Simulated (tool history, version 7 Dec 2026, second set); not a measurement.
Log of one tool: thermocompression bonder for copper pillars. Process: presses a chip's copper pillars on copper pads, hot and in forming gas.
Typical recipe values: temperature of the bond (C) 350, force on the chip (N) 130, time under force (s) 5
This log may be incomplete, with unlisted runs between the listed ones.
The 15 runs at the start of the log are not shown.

run   hour  temperature of the bond (C)  force on the chip (N)  time under force (s)  force that shears a chip off (N)
 16   97.6                          350                    180                     5                              85.8
 17  107.2                          350                    130                     5                              72.8
 18  116.0                          350                    130                     5                              74.3
 19  122.8                          350                    130                     9                              85.0
 20  130.0                          350                    130                     5                              72.6
 21  140.1                          342                    126                     5                              67.7
 22  146.9                          342                    173                     9                              91.7
 23  152.7                          336                    146                     7                              78.6
 24  157.4                          350                    130                     6                              75.2
 25  167.0                          350                    130                     6                              75.5
     171.4  -- forming gas filter changed
 26  175.6                          350                    128                    13                              99.2
 27  185.7                          350                    128                    13                              98.4
 28  193.4                          343                     89                     5                              60.0
 29  202.6                          359                    193                     7                             104.4
 30  211.8                          359                    193                     7                             103.6
 31  216.5                          359                    193                     7                             103.6
 32  222.7                          375                    116                     3                              71.9
 33  231.2                          365                    143                    15                             108.7
 34  236.6                          350                     87                     5                              62.5
 35  244.6                          346                    102                     6                              69.3
 36  249.8                          350                    101                     5                              67.7
 37  258.4                          379                     89                     5                              74.2
 38  263.5                          379                     89                     5                              73.6
 39  271.6                          379                     89                     5                              73.0
 40  278.5                          350                    162                     5                              86.7

What if the next run were any one of these 4? Each begins from the tool's condition after run 40:
  A  284.1                          350                    183                     7                                 ?
  B  284.1                          373                    170                     4                                 ?
  C  284.1                          356                     86                     5                                 ?
  D  284.1                          325                     87                    10                                 ?

run  force that shears a chip off (N)
  A                              98.1
  B                              93.1
  C                              63.2
  D                              65.0
Had the tool no hidden state, the same runs would have come out as:
run  force that shears a chip off (N)
  A                             100.9
  B                              95.7
  C                              64.9
  D                              66.5

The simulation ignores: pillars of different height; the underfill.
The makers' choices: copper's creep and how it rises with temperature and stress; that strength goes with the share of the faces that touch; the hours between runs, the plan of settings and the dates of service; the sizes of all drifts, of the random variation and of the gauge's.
